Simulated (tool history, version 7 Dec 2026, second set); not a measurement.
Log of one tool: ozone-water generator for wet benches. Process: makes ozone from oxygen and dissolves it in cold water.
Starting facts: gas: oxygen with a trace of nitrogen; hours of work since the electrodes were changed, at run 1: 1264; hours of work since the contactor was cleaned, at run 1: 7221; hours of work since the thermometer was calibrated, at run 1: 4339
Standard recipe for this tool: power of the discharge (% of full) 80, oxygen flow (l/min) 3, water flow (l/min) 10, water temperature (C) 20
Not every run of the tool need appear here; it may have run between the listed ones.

run   hour  power of the discharge (% of full)  oxygen flow (l/min)  water flow (l/min)  water temperature (C)  hours of work since the electrodes were changed  hours of work since the contactor was cleaned  hours of work since the thermometer was calibrated  dissolved ozone (ppm)  ozone in the gas ahead of the water (g/m3)
  1      0                                  80                    3                  10                     20                                             1264                                           7221                                                4339                   27.1                                       221.9
  2   28.8                                  80                    3                  10                     20                                             1285                                           7241                                                4360                   27.4                                       224.4
  3     65                                  80                    3                  10                     20                                             1310                                           7266                                                4385                   27.3                                         224
  4  107.8                                  80                    3                  10                     22                                             1340                                           7296                                                4415                   26.5                                         226
  5  131.1                                  67                    3                  10                     22                                             1356                                           7313                                                4431                   22.5                                       192.9
  6  157.4                                  67                    3                  10                     22                                             1375                                           7331                                                4450                   22.5                                       192.4
  7  183.7                                  67                    3                  10                     22                                             1393                                           7349                                                4468                   22.6                                       191.5
  8  222.6                                  80                    3                  10                     20                                             1420                                           7377                                                4495                   27.4                                       222.7
  9  247.7                                  80                    3                  10                     20                                             1438                                           7394                                                4513                   27.2                                       224.6
 10  281.5                                  80                    3                  10                     20                                             1461                                           7418                                                4536                   27.1                                       223.5
 11  306.7                                  80                    3                  10                     20                                             1479                                           7436                                                4554                   27.2                                       224.8
 12  333.8                                  80                    3                  10                     20                                             1498                                           7455                                                4573                     27                                       225.9
     341.8  -- contactor cleaned
 13  361.4                                  80                    3                  10                     20                                             1515                                             14                                                4590                   26.6                                       224.6
 14  387.2                                  41                    3                  10                     20                                             1533                                             32                                                4608                   14.8                                         124
 15  416.2                                  80                    3                  10                     20                                             1553                                             52                                                4628                   26.9                                       222.5
 16    438                                  80                    3                  10                     20                                             1568                                             67                                                4643                   26.5                                       225.1
 17  481.6                                  53                    3                   7                     20                                             1599                                             98                                                4674                   23.1                                       154.1
 18  512.1                                  53                  2.6                   7                     20                                             1620                                            119                                                4695                   23.3                                       166.3
 19  549.6                                  53                  2.6                  15                     20                                             1646                                            146                                                4721                   13.2                                       165.7
 20  595.4                                  53                  2.6                  15                     20                                             1679                                            178                                                4753                   13.2                                       166.3
     603.5  -- contactor cleaned, once more
 21  642.7                                  53                 2.35                   6                     20                                             1709                                             27                                                4784                   26.2                                       172.5
 22  673.6                                  80                    3                  10                     17                                             1731                                             49                                                4805                   29.2                                       226.9
 23    705                                  80                    3                   9                     20                                             1753                                             71                                                4827                   29.4                                       223.2
 24  748.2                                  97                 4.21                  15                     20                                             1783                                            101                                                4858                   25.5                                       228.6
 25  766.7                                  54                 1.95                   6                     26                                             1796                                            114                                                4871                   24.2                                       191.4
 26  804.6                                  54                 1.95                   6                     26                                             1822                                            141                                                4897                   24.1                                       192.6
 27  826.9                                  54                 3.11                  15                     15                                             1838                                            156                                                4913                   15.5                                       154.3
 28    864                                  51                 3.73                   6                     23                                             1864                                            182                                                4939                     23                                       137.8
 29  884.5                                  63                 4.91                  10                     27                                             1878                                            197                                                4953                   19.3                                       146.5
 30  917.1                                  98                 5.33                  14                     15                                             1901                                            220                                                4976                   29.2                                       208.1
 31  939.3                                  98                 5.33                  14                     15                                             1917                                            235                                                4992                   29.4                                       208.2
 32    975                                  43                 3.08                  11                     15                                             1942                                            260                                                5017                   16.1                                         128

Below are 5 alternative next runs, each starting from the tool's condition after run 32. Predict each:
  A  1001.3                                  49                  2.4                  10                     15                                             1960                                            279                                                5035                      ?                                           ?
  B  1001.3                                  80                 4.58                   6                     23                                             1960                                            279                                                5035                      ?                                           ?
  C  1001.3                                  80                 1.65                  14                     20                                             1960                                            279                                                5035                      ?                                           ?
  D  1001.3                                  43                  4.6                  11                     15                                             1960                                            279                                                5035                      ?                                           ?
  E  1001.3                                  80                    3                  11                     20                                             1960                                            279                                                5035                      ?                                           ?

run  dissolved ozone (ppm)  ozone in the gas ahead of the water (g/m3)
  A                   19.1                                         160
  B                   33.1                                       186.7
  C                   19.1                                       289.9
  D                   16.3                                       107.4
  E                   26.2                                       223.4
Without the tool's unlogged condition, the same runs would have read:
run  dissolved ozone (ppm)  ozone in the gas ahead of the water (g/m3)
  A                   19.5                                       163.2
  B                   34.3                                       192.7
  C                   19.8                                       299.2
  D                   16.6                                       109.1
  E                   27.1                                       230.5
